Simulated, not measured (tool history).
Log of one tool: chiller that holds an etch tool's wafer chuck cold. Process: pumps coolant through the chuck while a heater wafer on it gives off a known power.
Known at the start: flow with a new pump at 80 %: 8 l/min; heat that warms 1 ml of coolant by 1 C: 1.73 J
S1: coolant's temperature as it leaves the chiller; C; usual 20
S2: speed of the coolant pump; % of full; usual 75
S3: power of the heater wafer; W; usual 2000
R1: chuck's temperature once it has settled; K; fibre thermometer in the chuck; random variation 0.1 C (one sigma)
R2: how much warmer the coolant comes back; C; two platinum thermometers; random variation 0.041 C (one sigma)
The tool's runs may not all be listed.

run   hour  S1   S2    S3      R1     R2
  1    0.0  20   75  2000  314.85   9.29
  2   27.2  20   75  2240  317.65  10.40
  3   56.1  20   98  2240  313.75   7.90
  4  103.1  20   75  1830  313.05   8.47
  5  151.7  23   75  2000  318.05   9.29
  6  182.7  23   75  2000  318.05   9.28
  7  216.4  20   75  2000  315.15   9.24
  8  241.3  29   75  2000  323.95   9.29
  9  266.4  29   75  2000  324.15   9.26
 10  300.2  29   75  2000  324.05   9.28
 11  351.3  23   61  2114  322.85  12.03
 12  405.3  10   61  2454  313.85  14.00
 13  432.1  20  100  1433  306.15   5.08
 14  478.8  20  100  1433  306.35   4.95
 15  531.2  14  100  1052  296.65   3.62
 16  574.3  14  100  1052  296.85   3.63

Run 17 comes next. What will it give?
 17  626.9  12  99  1621   ?   ?

Run 17 gave R1 299.85 K, R2 5.65 C.
Without the tool's hidden state the same run would have given R1 299.85 K, R2 5.65 C.
